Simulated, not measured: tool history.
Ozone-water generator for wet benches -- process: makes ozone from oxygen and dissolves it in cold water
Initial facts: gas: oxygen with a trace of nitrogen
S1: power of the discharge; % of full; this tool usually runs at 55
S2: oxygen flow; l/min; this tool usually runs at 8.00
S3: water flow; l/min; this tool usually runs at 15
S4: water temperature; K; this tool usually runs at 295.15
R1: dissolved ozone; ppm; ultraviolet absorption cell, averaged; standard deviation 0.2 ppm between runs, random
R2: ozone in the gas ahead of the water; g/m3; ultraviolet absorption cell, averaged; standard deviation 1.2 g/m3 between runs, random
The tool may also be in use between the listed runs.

run,hour,S1,S2,S3,S4,R1,R2
1,0.0,55,8.00,15,295.15,28.2,223.6
2,100.4,55,8.00,20,295.15,22.3,220.8
3,179.1,55,5.53,20,295.15,22.6,267.2
# hour 312.9: contactor cleaned
4,323.0,55,5.53,20,295.15,22.9,268.0
5,460.7,55,8.00,19,295.15,23.4,222.2
6,538.1,55,8.00,19,295.15,23.1,222.3
7,619.1,55,8.00,19,288.15,26.6,223.7
8,758.8,55,8.00,19,288.15,26.1,222.3
9,845.1,55,8.00,19,288.15,26.7,222.6
10,917.8,55,8.00,19,288.15,26.1,221.7
11,1080.3,79,8.00,15,295.15,36.4,286.0
12,1187.8,55,8.00,15,295.15,28.0,221.5
13,1263.6,55,8.00,15,295.15,28.5,220.3
14,1428.4,55,8.00,15,295.15,28.2,221.9
15,1502.6,55,8.00,15,295.15,28.2,220.4
16,1647.1,55,8.00,15,295.15,27.9,221.2
17,1792.6,55,8.00,15,295.15,28.1,219.8
18,1903.3,78,5.91,9,294.15,53.7,327.5
19,1979.1,78,5.91,9,294.15,53.9,327.7
20,2122.3,63,5.91,15,294.15,32.6,285.1
21,2239.7,76,8.00,15,300.15,31.7,275.3
22,2388.2,76,8.00,15,300.15,31.9,275.8
23,2523.8,62,6.64,15,300.15,28.2,262.6
24,2693.8,70,8.00,15,293.15,34.8,259.9
25,2784.4,70,8.73,18,293.15,29.8,250.2
26,2861.2,70,8.73,18,293.15,29.9,248.3
27,2971.1,55,8.00,15,293.15,29.3,219.5
28,3073.7,55,8.00,15,293.15,29.4,217.9
29,3226.8,79,6.27,15,295.15,37.6,318.1
30,3362.2,93,8.00,16,288.15,44.0,316.5
31,3465.6,93,8.00,16,288.15,44.1,314.2
32,3641.0,93,8.00,9,295.15,55.5,315.8
33,3794.0,73,8.00,15,295.15,34.1,265.4

Same runs, no hidden state in the tool, same run-to-run variation:
Unlogged tool condition in this case: yield of the discharge, % of new electrodes'; contactor's efficiency, % of a clean one's; true water temperature over the reading, C; drift of the gauge itself on ozone_ppm, %; drift of the gauge itself on gas_g_m3, %.
run,R2
1,223.7
2,221.1
3,267.6
4,268.6
5,222.8
6,223.1
7,224.6
8,223.3
9,223.8
10,223.0
11,287.9
12,223.1
13,222.0
14,223.8
15,222.4
16,223.4
17,222.2
18,331.3
19,331.7
20,288.7
21,279.1
22,279.8
23,266.6
24,264.1
25,254.4
26,252.6
27,223.3
28,221.9
29,324.3
30,322.9
31,320.8
32,322.7
33,271.4
R1: at most 0.1 ppm away from the measurement, every run.
